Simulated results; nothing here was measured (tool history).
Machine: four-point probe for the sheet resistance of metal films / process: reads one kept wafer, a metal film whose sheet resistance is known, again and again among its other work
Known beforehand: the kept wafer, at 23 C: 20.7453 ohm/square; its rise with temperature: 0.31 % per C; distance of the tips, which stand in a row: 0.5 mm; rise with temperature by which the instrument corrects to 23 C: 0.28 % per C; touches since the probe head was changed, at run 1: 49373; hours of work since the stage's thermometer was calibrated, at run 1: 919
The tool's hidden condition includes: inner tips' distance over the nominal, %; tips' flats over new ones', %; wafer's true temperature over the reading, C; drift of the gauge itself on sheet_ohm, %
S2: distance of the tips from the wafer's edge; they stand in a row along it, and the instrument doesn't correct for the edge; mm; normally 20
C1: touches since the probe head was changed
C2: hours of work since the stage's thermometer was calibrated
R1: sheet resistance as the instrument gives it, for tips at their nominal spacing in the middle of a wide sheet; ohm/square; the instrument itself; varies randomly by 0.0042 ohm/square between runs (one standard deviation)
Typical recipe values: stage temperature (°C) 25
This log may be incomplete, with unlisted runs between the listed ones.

Run 1, day 0: usual settings; C1 49373; C2 919. Result: R1 20.778348 ohm/square.
Run 2, day 4.225: usual settings but stage temperature (°C) 33; C1 52001; C2 969. Result: R1 20.823933 ohm/square.
Run 3, day 7.254: usual settings but stage temperature (°C) 33; C1 53888; C2 1004. Result: R1 20.829922 ohm/square.
Run 4, day 11.196: usual settings but stage temperature (°C) 33; C1 56339; C2 1050. Result: R1 20.82425 ohm/square.
Run 5, day 13.112: usual settings but stage temperature (°C) 33; C1 57531; C2 1072. Result: R1 20.82854 ohm/square.
Run 6, day 17.358: usual settings but stage temperature (°C) 33; C1 60173; C2 1122. Result: R1 20.826908 ohm/square.
Run 7, day 21.812: usual settings; C1 62943; C2 1174. Result: R1 20.776611 ohm/square.
Run 8, day 25.525: usual settings but S2 7 mm; C1 65255; C2 1217. Result: R1 20.824664 ohm/square.
Run 9, day 28.683: usual settings but S2 7 mm; C1 67219; C2 1254. Result: R1 20.825021 ohm/square.
Run 10, day 30.696: usual settings but stage temperature (°C) 27; C1 68472; C2 1278. Result: R1 20.788985 ohm/square.
Run 11, day 34.092: usual settings; C1 70586; C2 1317. Result: R1 20.769706 ohm/square.
At day 35.188: stage's thermometer calibrated.
Run 12, day 38.354: usual settings but stage temperature (°C) 31; C1 73223; C2 37. Result: R1 20.808989 ohm/square.
Run 13, day 42: usual settings but stage temperature (°C) 31; C1 75492; C2 79. Result: R1 20.805827 ohm/square.
Run 14, day 44.204: usual settings but stage temperature (°C) 31; C1 76863; C2 105. Result: R1 20.813612 ohm/square.
Run 15, day 48.7: usual settings but stage temperature (°C) 19; C1 79660; C2 158. Result: R1 20.735419 ohm/square.
Run 16, day 50.754: usual settings but stage temperature (°C) 19; C1 80938; C2 182. Result: R1 20.731869 ohm/square.
Run 17, day 53.883: usual settings but stage temperature (°C) 19; C1 82886; C2 218. Result: R1 20.724385 ohm/square.
Run 18, day 57.1: usual settings; C1 84887; C2 256. Result: R1 20.762075 ohm/square.
At day 58.283: stage's thermometer calibrated, once more.
Run 19, day 60.025: usual settings; C1 86694; C2 20. Result: R1 20.741843 ohm/square.
Run 20, day 64.508: usual settings but stage temperature (°C) 30, S2 50 mm; C1 89483; C2 73. Result: R1 20.774516 ohm/square.
Run 21, day 67.808: usual settings but stage temperature (°C) 21, S2 24 mm; C1 91537; C2 111. Result: R1 20.701908 ohm/square.
Run 22, day 72.233: usual settings but stage temperature (°C) 21, S2 24 mm; C1 94289; C2 163. Result: R1 20.706898 ohm/square.
Run 23, day 75.296: usual settings but stage temperature (°C) 20, S2 8 mm; C1 96196; C2 199. Result: R1 20.736533 ohm/square.
Run 24, day 78.592: usual settings but stage temperature (°C) 21, S2 24 mm; C1 98247; C2 237. Result: R1 20.703132 ohm/square.
Run 25, day 80.404: usual settings but stage temperature (°C) 28, S2 13 mm; C1 99373; C2 258. Result: R1 20.763313 ohm/square.
Run 26, day 84.829: usual settings but stage temperature (°C) 28, S2 13 mm; C1 102127; C2 310. Result: R1 20.760659 ohm/square.
Run 27, day 89.15: usual settings but stage temperature (°C) 19, S2 12 mm; C1 104816; C2 360. Result: R1 20.708123 ohm/square.
Run 28, day 91.104: usual settings but stage temperature (°C) 18, S2 33 mm; C1 106031; C2 383. Result: R1 20.682523 ohm/square.
Run 29, day 95.383: usual settings but stage temperature (°C) 29, S2 41 mm; C1 108693; C2 433. Result: R1 20.747126 ohm/square.
Run 30, day 98.696: usual settings but stage temperature (°C) 31, S2 3 mm; C1 110756; C2 472. Result: R1 21.060681 ohm/square.
Run 31, day 102.479: usual settings but stage temperature (°C) 31, S2 3 mm; C1 113108; C2 516. Result: R1 21.065278 ohm/square.
Run 32, day 105.925: usual settings but stage temperature (°C) 31, S2 3 mm; C1 115253; C2 556. Result: R1 21.068337 ohm/square.
Run 33, day 108.062: usual settings but stage temperature (°C) 28, S2 40 mm; C1 116583; C2 581. Result: R1 20.739197 ohm/square.
Run 34, day 111.408: usual settings but stage temperature (°C) 24, S2 3 mm; C1 118663; C2 620. Result: R1 21.016857 ohm/square.
Run 35, day 114.796: usual settings but stage temperature (°C) 30, S2 16 mm; C1 120773; C2 660. Result: R1 20.757082 ohm/square.
Run 36, day 118.817: usual settings but stage temperature (°C) 34, S2 5 mm; C1 123274; C2 707. Result: R1 20.882067 ohm/square.
Run 37, day 123.083: usual settings but stage temperature (°C) 20, S2 23 mm; C1 125928; C2 756. Result: R1 20.691714 ohm/square.

What would each run have given without the hidden state, its run-to-run variation left as it was?
run         R1
  1  20.764953
  2  20.811976
  3  20.818739
  4  20.814126
  5  20.818946
  6  20.818422
  7  20.768685
  8  20.817718
  9  20.818899
 10  20.783504
 11   20.76498
 12  20.801763
 13  20.799677
 14  20.807956
 15  20.729895
 16  20.726826
 17  20.720083
 18  20.758959
 19  20.767411
 20  20.801369
 21  20.729544
 22  20.735708
 23  20.766163
 24  20.733463
 25  20.794214
 26   20.79279
 27  20.741033
 28  20.715894
 29  20.781885
 30  21.096803
 31  21.102392
 32  21.106514
 33  20.777296
 34  21.056299
 35  20.797134
 36   20.92358
 37  20.733522

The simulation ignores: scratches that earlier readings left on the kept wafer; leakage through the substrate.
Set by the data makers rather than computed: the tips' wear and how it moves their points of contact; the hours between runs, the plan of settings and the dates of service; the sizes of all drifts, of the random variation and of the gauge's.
